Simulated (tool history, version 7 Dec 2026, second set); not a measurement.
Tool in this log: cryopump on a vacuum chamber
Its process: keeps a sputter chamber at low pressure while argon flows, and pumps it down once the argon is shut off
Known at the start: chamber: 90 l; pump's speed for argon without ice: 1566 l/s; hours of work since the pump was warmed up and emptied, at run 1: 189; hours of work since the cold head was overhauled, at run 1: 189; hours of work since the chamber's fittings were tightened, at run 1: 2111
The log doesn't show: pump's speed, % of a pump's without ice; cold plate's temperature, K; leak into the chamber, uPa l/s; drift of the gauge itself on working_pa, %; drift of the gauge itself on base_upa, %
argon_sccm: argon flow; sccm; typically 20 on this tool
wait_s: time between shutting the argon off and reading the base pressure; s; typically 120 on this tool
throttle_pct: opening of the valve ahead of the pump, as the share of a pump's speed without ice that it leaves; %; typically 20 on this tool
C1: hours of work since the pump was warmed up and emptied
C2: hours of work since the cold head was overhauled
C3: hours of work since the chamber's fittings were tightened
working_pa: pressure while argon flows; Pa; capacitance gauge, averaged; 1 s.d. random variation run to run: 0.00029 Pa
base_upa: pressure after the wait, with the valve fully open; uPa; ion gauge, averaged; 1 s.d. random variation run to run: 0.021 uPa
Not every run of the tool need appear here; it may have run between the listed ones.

{"run": 1, "hour": 0.0, "argon_sccm": 20, "wait_s": 120, "throttle_pct": 20, "C1": 189, "C2": 189, "C3": 2111, "working_pa": 0.1094, "base_upa": 1.39}
{"run": 2, "hour": 15.0, "argon_sccm": 20, "wait_s": 120, "throttle_pct": 20, "C1": 197, "C2": 197, "C3": 2118, "working_pa": 0.1091, "base_upa": 1.4}
{"run": 3, "hour": 41.3, "argon_sccm": 23, "wait_s": 120, "throttle_pct": 20, "C1": 210, "C2": 210, "C3": 2132, "working_pa": 0.1257, "base_upa": 1.43}
{"run": 4, "hour": 61.3, "argon_sccm": 23, "wait_s": 120, "throttle_pct": 20, "C1": 221, "C2": 221, "C3": 2143, "working_pa": 0.1252, "base_upa": 1.37}
{"run": 5, "hour": 91.1, "argon_sccm": 23, "wait_s": 120, "throttle_pct": 20, "C1": 237, "C2": 237, "C3": 2158, "working_pa": 0.1251, "base_upa": 1.39}
{"run": 6, "hour": 121.4, "argon_sccm": 32, "wait_s": 120, "throttle_pct": 20, "C1": 253, "C2": 253, "C3": 2174, "working_pa": 0.1743, "base_upa": 1.39}
{"run": 7, "hour": 154.3, "argon_sccm": 32, "wait_s": 120, "throttle_pct": 20, "C1": 270, "C2": 270, "C3": 2192, "working_pa": 0.1746, "base_upa": 1.4}
{"run": 8, "hour": 182.3, "argon_sccm": 32, "wait_s": 120, "throttle_pct": 20, "C1": 285, "C2": 285, "C3": 2206, "working_pa": 0.1756, "base_upa": 1.42}
{"run": 9, "hour": 212.4, "argon_sccm": 16, "wait_s": 293, "throttle_pct": 28, "C1": 300, "C2": 300, "C3": 2222, "working_pa": 0.063, "base_upa": 1.25}
{"run": 10, "hour": 246.3, "argon_sccm": 16, "wait_s": 293, "throttle_pct": 26, "C1": 318, "C2": 318, "C3": 2240, "working_pa": 0.0675, "base_upa": 1.3}
{"run": 11, "hour": 275.5, "argon_sccm": 18, "wait_s": 163, "throttle_pct": 22, "C1": 333, "C2": 333, "C3": 2255, "working_pa": 0.0895, "base_upa": 1.37}
{"run": 12, "hour": 305.5, "argon_sccm": 17, "wait_s": 50, "throttle_pct": 21, "C1": 349, "C2": 349, "C3": 2271, "working_pa": 0.0886, "base_upa": 1.86}
{"run": 13, "hour": 332.9, "argon_sccm": 13, "wait_s": 50, "throttle_pct": 21, "C1": 364, "C2": 364, "C3": 2285, "working_pa": 0.0681, "base_upa": 1.87}
{"run": 14, "hour": 363.9, "argon_sccm": 13, "wait_s": 50, "throttle_pct": 21, "C1": 380, "C2": 380, "C3": 2302, "working_pa": 0.0678, "base_upa": 1.88}
{"run": 15, "hour": 391.1, "argon_sccm": 14, "wait_s": 98, "throttle_pct": 21, "C1": 394, "C2": 394, "C3": 2316, "working_pa": 0.0737, "base_upa": 1.58}
{"run": 16, "hour": 411.6, "argon_sccm": 11, "wait_s": 151, "throttle_pct": 20, "C1": 405, "C2": 405, "C3": 2327, "working_pa": 0.0605, "base_upa": 1.39}

Each row is a separate what-if for the run after 16, all from the same tool condition, not one after another. Results?
{"run": "A", "hour": 435.0, "argon_sccm": 33, "wait_s": 120, "throttle_pct": 20, "C1": 417, "C2": 417, "C3": 2339, "working_pa": "?", "base_upa": "?"}
{"run": "B", "hour": 435.0, "argon_sccm": 20, "wait_s": 266, "throttle_pct": 20, "C1": 417, "C2": 417, "C3": 2339, "working_pa": "?", "base_upa": "?"}
{"run": "C", "hour": 435.0, "argon_sccm": 15, "wait_s": 94, "throttle_pct": 58, "C1": 417, "C2": 417, "C3": 2339, "working_pa": "?", "base_upa": "?"}
{"run": "D", "hour": 435.0, "argon_sccm": 16, "wait_s": 30, "throttle_pct": 24, "C1": 417, "C2": 417, "C3": 2339, "working_pa": "?", "base_upa": "?"}
{"run": "E", "hour": 435.0, "argon_sccm": 20, "wait_s": 120, "throttle_pct": 45, "C1": 417, "C2": 417, "C3": 2339, "working_pa": "?", "base_upa": "?"}

run=A working_pa=0.1815 base_upa=1.50
run=B working_pa=0.1101 base_upa=1.34
run=C working_pa=0.0296 base_upa=1.62
run=D working_pa=0.0733 base_upa=2.32
run=E working_pa=0.0499 base_upa=1.51
The same runs, with their run-to-run variation unchanged, on a tool lacking any hidden condition would have given:
run=A working_pa=0.1782 base_upa=0.46
run=B working_pa=0.1081 base_upa=0.30
run=C working_pa=0.0281 base_upa=0.59
run=D working_pa=0.0717 base_upa=1.30
run=E working_pa=0.0478 base_upa=0.48
